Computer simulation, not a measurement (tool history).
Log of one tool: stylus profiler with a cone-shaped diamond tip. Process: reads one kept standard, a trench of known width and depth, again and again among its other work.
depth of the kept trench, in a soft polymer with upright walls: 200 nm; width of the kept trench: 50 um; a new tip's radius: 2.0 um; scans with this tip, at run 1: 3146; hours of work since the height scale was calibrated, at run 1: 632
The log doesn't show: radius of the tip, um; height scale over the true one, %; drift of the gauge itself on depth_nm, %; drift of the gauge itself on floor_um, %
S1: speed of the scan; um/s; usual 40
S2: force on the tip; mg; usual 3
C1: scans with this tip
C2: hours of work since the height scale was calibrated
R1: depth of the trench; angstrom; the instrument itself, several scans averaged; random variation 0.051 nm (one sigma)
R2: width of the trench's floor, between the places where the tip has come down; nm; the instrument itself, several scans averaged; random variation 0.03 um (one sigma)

{"run": 1, "hour": 0.0, "S1": 40, "S2": 3, "C1": 3146, "C2": 632, "R1": 2024.8, "R2": 48000}
{"run": 2, "hour": 41.5, "S1": 40, "S2": 3, "C1": 3277, "C2": 658, "R1": 2025.4, "R2": 48020}
{"run": 3, "hour": 81.9, "S1": 40, "S2": 3, "C1": 3404, "C2": 684, "R1": 2025.4, "R2": 48020}
{"run": 4, "hour": 128.5, "S1": 40, "S2": 3, "C1": 3551, "C2": 714, "R1": 2025.4, "R2": 47980}
{"run": 5, "hour": 173.4, "S1": 40, "S2": 3, "C1": 3693, "C2": 742, "R1": 2026.3, "R2": 48010}
{"run": 6, "hour": 218.6, "S1": 40, "S2": 3, "C1": 3836, "C2": 771, "R1": 2025.9, "R2": 47990}
{"run": 7, "hour": 242.2, "S1": 40, "S2": 3, "C1": 3910, "C2": 786, "R1": 2026.5, "R2": 47980}
{"run": 8, "hour": 281.4, "S1": 40, "S2": 3, "C1": 4034, "C2": 811, "R1": 2026.4, "R2": 47960}
{"run": 9, "hour": 307.2, "S1": 40, "S2": 3, "C1": 4115, "C2": 827, "R1": 2026.6, "R2": 47990}
{"run": 10, "hour": 336.4, "S1": 40, "S2": 3, "C1": 4208, "C2": 846, "R1": 2026.2, "R2": 47970}
{"run": 11, "hour": 380.6, "S1": 40, "S2": 3, "C1": 4347, "C2": 874, "R1": 2026.6, "R2": 47920}
{"run": 12, "hour": 421.2, "S1": 23, "S2": 3, "C1": 4475, "C2": 899, "R1": 2026.2, "R2": 48020}
{"run": 13, "hour": 463.5, "S1": 23, "S2": 3, "C1": 4609, "C2": 926, "R1": 2027.9, "R2": 48000}
{"run": 14, "hour": 483.8, "S1": 40, "S2": 3, "C1": 4673, "C2": 939, "R1": 2027.2, "R2": 47920}
{"run": 15, "hour": 512.3, "S1": 28, "S2": 3, "C1": 4763, "C2": 957, "R1": 2027.2, "R2": 47930}
{"run": 16, "hour": 558.1, "S1": 28, "S2": 3, "C1": 4908, "C2": 986, "R1": 2026.7, "R2": 47930}
{"run": 17, "hour": 602.3, "S1": 28, "S2": 3, "C1": 5047, "C2": 1014, "R1": 2028.2, "R2": 47940}
{"run": 18, "hour": 622.5, "S1": 35, "S2": 3, "C1": 5111, "C2": 1027, "R1": 2026.4, "R2": 47910}
{"run": 19, "hour": 653.0, "S1": 40, "S2": 1.35, "C1": 5207, "C2": 1046, "R1": 2018.9, "R2": 47910}
{"run": 20, "hour": 692.9, "S1": 40, "S2": 3, "C1": 5333, "C2": 1072, "R1": 2028, "R2": 47920}
{"run": 21, "hour": 737.2, "S1": 116, "S2": 3, "C1": 5473, "C2": 1100, "R1": 2027.3, "R2": 47720}
{"run": 22, "hour": 766.5, "S1": 40, "S2": 3, "C1": 5565, "C2": 1118, "R1": 2028.2, "R2": 47900}
{"run": 23, "hour": 808.4, "S1": 120, "S2": 3, "C1": 5698, "C2": 1145, "R1": 2027.5, "R2": 47760}
{"run": 24, "hour": 832.3, "S1": 120, "S2": 3, "C1": 5773, "C2": 1160, "R1": 2027.4, "R2": 47750}
{"run": 25, "hour": 853.2, "S1": 52, "S2": 8.1, "C1": 5839, "C2": 1173, "R1": 2049, "R2": 47840}
{"run": 26, "hour": 884.3, "S1": 52, "S2": 8.1, "C1": 5938, "C2": 1193, "R1": 2049.2, "R2": 47910}
{"run": 27, "hour": 922.0, "S1": 52, "S2": 8.1, "C1": 6056, "C2": 1217, "R1": 2050.3, "R2": 47950}
{"run": 28, "hour": 961.8, "S1": 52, "S2": 8.1, "C1": 6182, "C2": 1242, "R1": 2049.8, "R2": 47960}
{"run": 29, "hour": 1006.8, "S1": 40, "S2": 1.18, "C1": 6324, "C2": 1271, "R1": 2019.2, "R2": 47820}
{"run": 30, "hour": 1041.1, "S1": 40, "S2": 1.18, "C1": 6432, "C2": 1293, "R1": 2017.8, "R2": 47780}
{"run": 31, "hour": 1069.3, "S1": 86, "S2": 5.69, "C1": 6521, "C2": 1310, "R1": 2041.1, "R2": 47800}
{"run": 32, "hour": 1114.9, "S1": 40, "S2": 3.54, "C1": 6666, "C2": 1339, "R1": 2031.2, "R2": 47840}
{"run": 33, "hour": 1147.0, "S1": 59, "S2": 1.94, "C1": 6767, "C2": 1360, "R1": 2024, "R2": 47760}
{"run": 34, "hour": 1176.9, "S1": 56, "S2": 1.05, "C1": 6861, "C2": 1379, "R1": 2018.8, "R2": 47700}
{"run": 35, "hour": 1203.5, "S1": 56, "S2": 1.05, "C1": 6945, "C2": 1396, "R1": 2018.9, "R2": 47730}
{"run": 36, "hour": 1238.1, "S1": 56, "S2": 1.05, "C1": 7055, "C2": 1418, "R1": 2018.9, "R2": 47700}
{"run": 37, "hour": 1258.1, "S1": 56, "S2": 1.05, "C1": 7118, "C2": 1430, "R1": 2018.2, "R2": 47790}
{"run": 38, "hour": 1280.5, "S1": 33, "S2": 3, "C1": 7188, "C2": 1444, "R1": 2029.1, "R2": 47840}
{"run": 39, "hour": 1305.9, "S1": 13, "S2": 3, "C1": 7268, "C2": 1461, "R1": 2029.9, "R2": 47820}
{"run": 40, "hour": 1353.2, "S1": 63, "S2": 7.43, "C1": 7418, "C2": 1491, "R1": 2048.2, "R2": 47800}
{"run": 41, "hour": 1377.8, "S1": 55, "S2": 1.19, "C1": 7496, "C2": 1506, "R1": 2019.9, "R2": 47680}
{"run": 42, "hour": 1411.4, "S1": 33, "S2": 6.91, "C1": 7601, "C2": 1527, "R1": 2047.3, "R2": 47820}
{"run": 43, "hour": 1442.3, "S1": 56, "S2": 6.42, "C1": 7699, "C2": 1547, "R1": 2045.2, "R2": 47780}
{"run": 44, "hour": 1485.0, "S1": 56, "S2": 6.42, "C1": 7834, "C2": 1574, "R1": 2045.2, "R2": 47800}
{"run": 45, "hour": 1528.9, "S1": 37, "S2": 2.5, "C1": 7972, "C2": 1602, "R1": 2027.2, "R2": 47770}
{"run": 46, "hour": 1551.9, "S1": 36, "S2": 1.31, "C1": 8045, "C2": 1617, "R1": 2021.1, "R2": 47800}

Forecast each of these 5 alternatives for the next run:
{"run": "A", "hour": 1571.6, "S1": 21, "S2": 4.51, "C1": 8107, "C2": 1629, "R1": "?", "R2": "?"}
{"run": "B", "hour": 1571.6, "S1": 36, "S2": 8.63, "C1": 8107, "C2": 1629, "R1": "?", "R2": "?"}
{"run": "C", "hour": 1571.6, "S1": 13, "S2": 3.91, "C1": 8107, "C2": 1629, "R1": "?", "R2": "?"}
{"run": "D", "hour": 1571.6, "S1": 45, "S2": 2.86, "C1": 8107, "C2": 1629, "R1": "?", "R2": "?"}
{"run": "E", "hour": 1571.6, "S1": 36, "S2": 6.31, "C1": 8107, "C2": 1629, "R1": "?", "R2": "?"}

run=A R1=2038 R2=47790
run=B R1=2053.7 R2=47790
run=C R1=2034.8 R2=47820
run=D R1=2029.7 R2=47780
run=E R1=2045.6 R2=47760
Without the tool's hidden state the same runs would have given:
run=A R1=2029.2 R2=48190
run=B R1=2044.8 R2=48200
run=C R1=2026 R2=48230
run=D R1=2020.9 R2=48180
run=E R1=2036.7 R2=48160

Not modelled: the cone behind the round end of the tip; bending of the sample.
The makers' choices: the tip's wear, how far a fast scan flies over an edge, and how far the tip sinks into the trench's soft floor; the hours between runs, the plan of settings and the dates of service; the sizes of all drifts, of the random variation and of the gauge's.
